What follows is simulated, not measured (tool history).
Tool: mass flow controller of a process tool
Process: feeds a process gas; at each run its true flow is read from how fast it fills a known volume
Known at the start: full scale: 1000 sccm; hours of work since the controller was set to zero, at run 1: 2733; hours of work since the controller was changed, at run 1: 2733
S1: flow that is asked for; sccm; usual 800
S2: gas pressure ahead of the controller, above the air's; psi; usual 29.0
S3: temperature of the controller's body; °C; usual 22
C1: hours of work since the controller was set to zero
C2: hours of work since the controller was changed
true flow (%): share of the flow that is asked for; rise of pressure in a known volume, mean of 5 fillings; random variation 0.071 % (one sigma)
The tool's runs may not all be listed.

Run 1, hour 0.0: usual settings; C1 2733; C2 2733. Result: true flow (%) 100.48.
Run 2, hour 424.1: usual settings; C1 2861; C2 2861. Result: true flow (%) 100.52.
Run 3, hour 950.6: usual settings but S3 23 °C; C1 3020; C2 3020. Result: true flow (%) 100.63.
Run 4, hour 1364.2: usual settings but S3 23 °C; C1 3145; C2 3145. Result: true flow (%) 100.49.
Run 5, hour 1703.7: usual settings but S3 32 °C; C1 3248; C2 3248. Result: true flow (%) 99.96.
Run 6, hour 2126.6: usual settings but S3 32 °C; C1 3376; C2 3376. Result: true flow (%) 100.06.
Run 7, hour 2637.6: usual settings but S3 32 °C; C1 3531; C2 3531. Result: true flow (%) 100.09.
Run 8, hour 2970.1: usual settings but S3 32 °C; C1 3631; C2 3631. Result: true flow (%) 100.07.
Run 9, hour 3260.8: usual settings but S3 32 °C; C1 3719; C2 3719. Result: true flow (%) 99.96.
Run 10, hour 3649.5: usual settings but S3 32 °C; C1 3837; C2 3837. Result: true flow (%) 100.07.
Run 11, hour 4108.7: usual settings but S1 109 sccm; C1 3976; C2 3976. Result: true flow (%) 98.26.
Run 12, hour 4448.4: usual settings but S1 109 sccm; C1 4079; C2 4079. Result: true flow (%) 98.28.
Run 13, hour 4903.2: usual settings; C1 4216; C2 4216. Result: true flow (%) 100.85.
Run 14, hour 5128.6: usual settings but S1 353 sccm; C1 4284; C2 4284. Result: true flow (%) 100.01.
Run 15, hour 5387.8: usual settings but S1 353 sccm, S2 38.1 psi; C1 4363; C2 4363. Result: true flow (%) 100.26.
Run 16, hour 5800.0: usual settings but S1 353 sccm, S2 38.1 psi, S3 29 °C; C1 4487; C2 4487. Result: true flow (%) 99.89.
Run 17, hour 6122.5: usual settings but S1 353 sccm, S2 38.1 psi, S3 29 °C; C1 4585; C2 4585. Result: true flow (%) 99.75.
Run 18, hour 6482.9: usual settings but S1 861 sccm, S2 38.1 psi, S3 25 °C; C1 4694; C2 4694. Result: true flow (%) 100.82.
Run 19, hour 6954.6: usual settings but S1 861 sccm, S2 38.1 psi, S3 25 °C; C1 4837; C2 4837. Result: true flow (%) 100.85.
Run 20, hour 7410.6: usual settings but S1 861 sccm, S2 38.1 psi, S3 25 °C; C1 4975; C2 4975. Result: true flow (%) 100.93.
Run 21, hour 7863.6: usual settings but S3 40 °C; C1 5112; C2 5112. Result: true flow (%) 99.60.
Run 22, hour 8287.1: usual settings but S3 32 °C; C1 5240; C2 5240. Result: true flow (%) 100.24.
Run 23, hour 8690.2: usual settings but S1 175 sccm, S2 24.7 psi, S3 38 °C; C1 5362; C2 5362. Result: true flow (%) 97.81.
At hour 8716.7: controller's zero set anew.
Run 24, hour 9132.4: usual settings but S1 241 sccm, S2 32.6 psi, S3 33 °C; C1 126; C2 5495. Result: true flow (%) 98.81.
Run 25, hour 9365.0: usual settings but S1 241 sccm, S2 26.7 psi; C1 196; C2 5566. Result: true flow (%) 99.52.
Run 26, hour 9660.8: usual settings but S1 241 sccm, S2 26.7 psi; C1 286; C2 5655. Result: true flow (%) 99.37.
At hour 9776.8: controller's zero set anew, once more.
Run 27, hour 9971.0: usual settings but S1 197 sccm, S2 33.6 psi; C1 59; C2 5749. Result: true flow (%) 100.93.
Run 28, hour 10436.0: usual settings but S1 197 sccm, S2 33.6 psi; C1 199; C2 5890. Result: true flow (%) 100.94.
Run 29, hour 10945.8: usual settings but S1 197 sccm, S2 33.6 psi; C1 354; C2 6044. Result: true flow (%) 101.01.
Run 30, hour 11456.6: usual settings but S1 159 sccm, S2 27.1 psi, S3 38 °C; C1 508; C2 6199. Result: true flow (%) 99.67.
Run 31, hour 11835.0: usual settings but S1 159 sccm, S2 22.0 psi, S3 38 °C; C1 623; C2 6313. Result: true flow (%) 99.62.
Run 32, hour 12205.1: usual settings but S1 176 sccm, S2 28.6 psi, S3 36 °C; C1 735; C2 6425. Result: true flow (%) 99.93.
Run 33, hour 12538.8: usual settings but S1 121 sccm, S3 38 °C; C1 836; C2 6526. Result: true flow (%) 99.58.
Run 34, hour 13049.5: usual settings but S2 31.5 psi, S3 20 °C; C1 990; C2 6680. Result: true flow (%) 101.76.

How the hidden state differs across the entries between the runs, from the last listed run before each to the first after it:
Between runs 23 and 24: controller's zero set anew (hour 8716.7)
  flow at rest that the sensor doesn't see, % of full scale: -0.306 -> -0.347; true flow over the shown one, %: 1.3 -> 1.32
  measured less the result without the state, true flow (%): -0.45 -> -0.11
Between runs 26 and 27: controller's zero set anew, once more (hour 9776.8)
  flow at rest that the sensor doesn't see, % of full scale: -0.355 -> -0.004; true flow over the shown one, %: 1.35 -> 1.37
  measured less the result without the state, true flow (%): -0.11 -> +1.35
